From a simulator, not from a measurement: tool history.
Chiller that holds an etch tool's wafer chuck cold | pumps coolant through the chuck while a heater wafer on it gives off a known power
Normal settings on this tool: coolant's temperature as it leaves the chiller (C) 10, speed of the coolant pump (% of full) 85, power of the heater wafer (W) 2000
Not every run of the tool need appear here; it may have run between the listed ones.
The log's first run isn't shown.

run,hour,coolant's temperature as it leaves the chiller (C),speed of the coolant pump (% of full),power of the heater wafer (W),chuck's temperature once it has settled (K),how much warmer the coolant comes back (C)
# hour 40.9: chiller's thermometer calibrated
2,59.7,10,93,2000,296.55,6.18
3,88.6,10,93,2000,296.45,6.20
4,140.5,10,85,2000,297.75,6.87
5,176.2,10,85,2000,297.85,6.85
6,206.3,10,85,2000,297.75,6.85
7,264.6,10,85,2000,297.85,6.91
8,321.3,10,85,2000,297.85,6.98
9,350.9,10,85,2000,297.85,6.98
10,385.9,10,85,2000,297.85,7.06
11,432.5,10,85,2000,297.95,6.99
12,464.5,10,85,1868,296.95,6.62
13,514.3,10,85,1868,296.85,6.60
14,571.1,7,85,2000,294.85,7.08
# hour 601.1: gauge calibrated
15,613.0,10,85,2000,297.85,6.82
16,638.3,10,85,2000,297.75,6.78
17,674.5,12,76,1845,300.35,7.17
18,698.7,1,82,2568,293.65,9.17
19,726.5,10,68,1422,296.05,6.19
20,783.9,10,68,1422,295.95,6.33
21,829.7,10,68,1422,295.85,6.24
22,862.5,10,73,2418,303.55,9.82
23,916.6,10,71,1946,300.05,8.25

What does the tool deliver on the next run?
24,957.8,10,83,2990,?,?

Run 24 came out at chuck's temperature once it has settled (K) 305.65, how much warmer the coolant comes back (C) 10.62.
Had the tool carried no hidden state, the very same run would have given chuck's temperature once it has settled (K) 305.65, how much warmer the coolant comes back (C) 10.45.
